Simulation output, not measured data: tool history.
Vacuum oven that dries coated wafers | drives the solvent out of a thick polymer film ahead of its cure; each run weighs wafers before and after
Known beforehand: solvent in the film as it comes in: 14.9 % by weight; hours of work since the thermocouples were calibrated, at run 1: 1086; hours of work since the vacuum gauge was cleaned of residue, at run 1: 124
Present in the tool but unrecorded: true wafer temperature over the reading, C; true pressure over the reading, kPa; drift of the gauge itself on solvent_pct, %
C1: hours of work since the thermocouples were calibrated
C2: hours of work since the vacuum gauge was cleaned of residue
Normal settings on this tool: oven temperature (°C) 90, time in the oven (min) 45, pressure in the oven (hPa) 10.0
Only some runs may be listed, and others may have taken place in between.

{"run": 1, "hour": 0.0, "oven temperature (°C)": 90, "time in the oven (min)": 45, "pressure in the oven (hPa)": 10.0, "C1": 1086, "C2": 124, "solvent left in the film (%)": 1.61}
{"run": 2, "hour": 5.7, "oven temperature (°C)": 83, "time in the oven (min)": 45, "pressure in the oven (hPa)": 10.0, "C1": 1090, "C2": 128, "solvent left in the film (%)": 3.32}
{"run": 3, "hour": 17.5, "oven temperature (°C)": 84, "time in the oven (min)": 45, "pressure in the oven (hPa)": 10.0, "C1": 1099, "C2": 137, "solvent left in the film (%)": 3.11}
{"run": 4, "hour": 29.1, "oven temperature (°C)": 84, "time in the oven (min)": 45, "pressure in the oven (hPa)": 10.0, "C1": 1108, "C2": 145, "solvent left in the film (%)": 3.01}
{"run": 5, "hour": 35.8, "oven temperature (°C)": 84, "time in the oven (min)": 45, "pressure in the oven (hPa)": 10.0, "C1": 1113, "C2": 150, "solvent left in the film (%)": 2.99}
{"run": 6, "hour": 47.4, "oven temperature (°C)": 90, "time in the oven (min)": 40, "pressure in the oven (hPa)": 10.0, "C1": 1122, "C2": 159, "solvent left in the film (%)": 2.01}
{"run": 7, "hour": 53.8, "oven temperature (°C)": 90, "time in the oven (min)": 45, "pressure in the oven (hPa)": 10.0, "C1": 1126, "C2": 164, "solvent left in the film (%)": 1.64}
{"run": 8, "hour": 59.9, "oven temperature (°C)": 90, "time in the oven (min)": 45, "pressure in the oven (hPa)": 10.0, "C1": 1131, "C2": 169, "solvent left in the film (%)": 1.59}
{"run": 9, "hour": 68.7, "oven temperature (°C)": 90, "time in the oven (min)": 45, "pressure in the oven (hPa)": 10.0, "C1": 1138, "C2": 175, "solvent left in the film (%)": 1.61}
{"run": 10, "hour": 79.5, "oven temperature (°C)": 90, "time in the oven (min)": 45, "pressure in the oven (hPa)": 10.0, "C1": 1146, "C2": 183, "solvent left in the film (%)": 1.73}
{"run": 11, "hour": 87.6, "oven temperature (°C)": 90, "time in the oven (min)": 45, "pressure in the oven (hPa)": 10.0, "C1": 1152, "C2": 189, "solvent left in the film (%)": 1.65}
{"run": 12, "hour": 96.2, "oven temperature (°C)": 90, "time in the oven (min)": 45, "pressure in the oven (hPa)": 10.0, "C1": 1158, "C2": 196, "solvent left in the film (%)": 1.68}
{"run": 13, "hour": 108.7, "oven temperature (°C)": 90, "time in the oven (min)": 45, "pressure in the oven (hPa)": 10.0, "C1": 1168, "C2": 205, "solvent left in the film (%)": 1.64}
{"run": 14, "hour": 115.7, "oven temperature (°C)": 90, "time in the oven (min)": 45, "pressure in the oven (hPa)": 10.0, "C1": 1173, "C2": 210, "solvent left in the film (%)": 1.71}
{"run": 15, "hour": 123.2, "oven temperature (°C)": 90, "time in the oven (min)": 45, "pressure in the oven (hPa)": 22.7, "C1": 1179, "C2": 216, "solvent left in the film (%)": 1.9}
{"run": 16, "hour": 131.8, "oven temperature (°C)": 82, "time in the oven (min)": 45, "pressure in the oven (hPa)": 10.0, "C1": 1185, "C2": 222, "solvent left in the film (%)": 3.57}
{"run": 17, "hour": 139.6, "oven temperature (°C)": 90, "time in the oven (min)": 45, "pressure in the oven (hPa)": 10.0, "C1": 1191, "C2": 228, "solvent left in the film (%)": 1.72}
{"run": 18, "hour": 145.8, "oven temperature (°C)": 90, "time in the oven (min)": 45, "pressure in the oven (hPa)": 10.0, "C1": 1196, "C2": 233, "solvent left in the film (%)": 1.54}
{"run": 19, "hour": 157.1, "oven temperature (°C)": 90, "time in the oven (min)": 45, "pressure in the oven (hPa)": 11.7, "C1": 1204, "C2": 242, "solvent left in the film (%)": 1.75}
{"run": 20, "hour": 166.1, "oven temperature (°C)": 90, "time in the oven (min)": 45, "pressure in the oven (hPa)": 11.7, "C1": 1211, "C2": 248, "solvent left in the film (%)": 1.62}
{"run": 21, "hour": 172.4, "oven temperature (°C)": 90, "time in the oven (min)": 45, "pressure in the oven (hPa)": 10.0, "C1": 1216, "C2": 253, "solvent left in the film (%)": 1.6}
{"run": 22, "hour": 182.4, "oven temperature (°C)": 81, "time in the oven (min)": 45, "pressure in the oven (hPa)": 10.0, "C1": 1223, "C2": 260, "solvent left in the film (%)": 3.78}
{"run": 23, "hour": 190.6, "oven temperature (°C)": 90, "time in the oven (min)": 24, "pressure in the oven (hPa)": 10.0, "C1": 1229, "C2": 267, "solvent left in the film (%)": 3.9}
{"run": 24, "hour": 202.5, "oven temperature (°C)": 90, "time in the oven (min)": 24, "pressure in the oven (hPa)": 10.0, "C1": 1238, "C2": 276, "solvent left in the film (%)": 4.01}
{"run": 25, "hour": 211.4, "oven temperature (°C)": 105, "time in the oven (min)": 36, "pressure in the oven (hPa)": 10.0, "C1": 1245, "C2": 282, "solvent left in the film (%)": 0.38}
{"run": 26, "hour": 222.0, "oven temperature (°C)": 90, "time in the oven (min)": 24, "pressure in the oven (hPa)": 9.8, "C1": 1253, "C2": 290, "solvent left in the film (%)": 4.02}
{"run": 27, "hour": 234.0, "oven temperature (°C)": 103, "time in the oven (min)": 24, "pressure in the oven (hPa)": 6.5, "C1": 1262, "C2": 299, "solvent left in the film (%)": 1.08}
{"run": 28, "hour": 246.5, "oven temperature (°C)": 93, "time in the oven (min)": 24, "pressure in the oven (hPa)": 35.6, "C1": 1271, "C2": 309, "solvent left in the film (%)": 3.72}
{"run": 29, "hour": 259.8, "oven temperature (°C)": 90, "time in the oven (min)": 77, "pressure in the oven (hPa)": 10.0, "C1": 1281, "C2": 319, "solvent left in the film (%)": 0.57}

What does the tool deliver on the next run?
{"run": 30, "hour": 270.9, "oven temperature (°C)": 90, "time in the oven (min)": 77, "pressure in the oven (hPa)": 10.0, "C1": 1290, "C2": 327, "solvent left in the film (%)": "?"}

Run 30 produced solvent left in the film (%) 0.58.
With the hidden condition absent and the run-to-run variation left alone, this run would have shown solvent left in the film (%) 0.58.

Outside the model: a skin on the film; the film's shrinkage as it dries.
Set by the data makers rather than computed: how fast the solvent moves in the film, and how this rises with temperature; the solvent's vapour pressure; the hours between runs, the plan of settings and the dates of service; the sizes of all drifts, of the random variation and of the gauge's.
